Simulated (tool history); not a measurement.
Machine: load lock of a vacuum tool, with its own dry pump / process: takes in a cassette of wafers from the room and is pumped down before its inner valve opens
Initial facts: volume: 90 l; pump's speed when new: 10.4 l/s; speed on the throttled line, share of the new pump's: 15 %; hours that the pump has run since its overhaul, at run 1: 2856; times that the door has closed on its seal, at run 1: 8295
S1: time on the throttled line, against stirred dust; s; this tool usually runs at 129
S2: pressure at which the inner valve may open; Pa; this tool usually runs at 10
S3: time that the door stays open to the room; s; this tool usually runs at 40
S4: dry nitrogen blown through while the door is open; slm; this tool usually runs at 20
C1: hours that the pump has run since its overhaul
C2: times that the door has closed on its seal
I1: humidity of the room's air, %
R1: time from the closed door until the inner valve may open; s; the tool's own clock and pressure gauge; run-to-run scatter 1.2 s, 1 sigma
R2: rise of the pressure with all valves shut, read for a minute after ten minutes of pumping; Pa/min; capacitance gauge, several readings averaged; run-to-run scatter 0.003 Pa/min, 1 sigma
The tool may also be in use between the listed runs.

| run | day | S1 | S2 | S3 | S4 | C1 | C2 | I1 | R1 | R2 |
|---|---|---|---|---|---|---|---|---|---|---|
| 1 | 0.000 | 129 | 10 | 40 | 20 | 2856 | 8295 | 45.7 | 189.6 | 0.053 |
| 2 | 2.804 | 129 | 10 | 40 | 20 | 2923 | 8414 | 43.1 | 192.5 | 0.051 |
| 3 | 6.767 | 129 | 10 | 40 | 20 | 3018 | 8581 | 45.4 | 192.6 | 0.055 |
| 4 | 10.558 | 129 | 10 | 40 | 20 | 3109 | 8741 | 43.1 | 187.4 | 0.052 |
| 5 | 14.042 | 129 | 10 | 149 | 20 | 3193 | 8888 | 47.4 | 192.7 | 0.071 |
| 6 | 15.854 | 129 | 10 | 149 | 20 | 3236 | 8965 | 42.3 | 190.7 | 0.067 |
| 7 | 19.808 | 129 | 10 | 149 | 20 | 3331 | 9132 | 47.2 | 192.0 | 0.071 |
| 8 | 22.058 | 129 | 10 | 149 | 20 | 3385 | 9227 | 44.8 | 189.7 | 0.073 |
| 9 | 26.450 | 129 | 10 | 149 | 20 | 3490 | 9412 | 43.9 | 191.3 | 0.077 |
| 10 | 29.508 | 129 | 10 | 162 | 20 | 3564 | 9541 | 43.3 | 191.5 | 0.074 |
| 11 | 33.458 | 129 | 10 | 162 | 20 | 3659 | 9708 | 45.5 | 191.1 | 0.076 |
| 12 | 35.967 | 129 | 10 | 162 | 20 | 3719 | 9814 | 48.5 | 193.7 | 0.076 |
| 13 | 38.933 | 129 | 10 | 162 | 20 | 3790 | 9939 | 44.7 | 192.6 | 0.072 |
| 14 | 40.867 | 124 | 15 | 56 | 45 | 3836 | 10021 | 45.5 | 186.0 | 0.062 |
| 15 | 43.233 | 124 | 15 | 56 | 45 | 3893 | 10121 | 42.6 | 181.9 | 0.064 |
| 16 | 45.662 | 151 | 9 | 114 | 28 | 3951 | 10223 | 44.2 | 213.1 | 0.070 |
| 17 | 48.004 | 151 | 9 | 114 | 28 | 4008 | 10322 | 44.1 | 208.2 | 0.065 |
| 18 | 52.158 | 120 | 12 | 29 | 28 | 4107 | 10498 | 46.8 | 183.0 | 0.069 |
| 19 | 55.979 | 129 | 7 | 29 | 6 | 4199 | 10659 | 48.0 | 195.9 | 0.078 |
| 20 | 58.200 | 81 | 14 | 29 | 6 | 4252 | 10753 | 44.5 | 149.1 | 0.073 |
| 21 | 61.121 | 123 | 7 | 116 | 7 | 4323 | 10876 | 43.0 | 190.7 | 0.099 |
| 22 | 63.104 | 115 | 7 | 97 | 8 | 4370 | 10960 | 45.7 | 182.4 | 0.100 |
| 23 | 67.329 | 67 | 7 | 97 | 8 | 4472 | 11138 | 47.0 | 142.6 | 0.095 |
| 24 | 71.825 | 186 | 10 | 80 | 20 | 4579 | 11328 | 43.2 | 240.7 | 0.076 |
| 25 | 73.854 | 186 | 11 | 151 | 20 | 4628 | 11414 | 47.5 | 239.0 | 0.087 |

Here are 3 independent what-if runs from the current tool condition. What would each one return?
| A | 77.333 | 196 | 10 | 40 | 7 | 4712 | 11561 | 46.4 | ? | ? |
| B | 77.333 | 125 | 11 | 40 | 5 | 4712 | 11561 | 47.4 | ? | ? |
| C | 77.333 | 100 | 11 | 151 | 20 | 4712 | 11561 | 45.1 | ? | ? |

| run | R1 | R2 |
|---|---|---|
| A | 246.9 | 0.086 |
| B | 188.6 | 0.091 |
| C | 167.8 | 0.086 |
With no hidden state in the tool, these same runs would have given:
| run | R1 | R2 |
|---|---|---|
| A | 244.9 | 0.023 |
| B | 186.3 | 0.028 |
| C | 165.3 | 0.024 |

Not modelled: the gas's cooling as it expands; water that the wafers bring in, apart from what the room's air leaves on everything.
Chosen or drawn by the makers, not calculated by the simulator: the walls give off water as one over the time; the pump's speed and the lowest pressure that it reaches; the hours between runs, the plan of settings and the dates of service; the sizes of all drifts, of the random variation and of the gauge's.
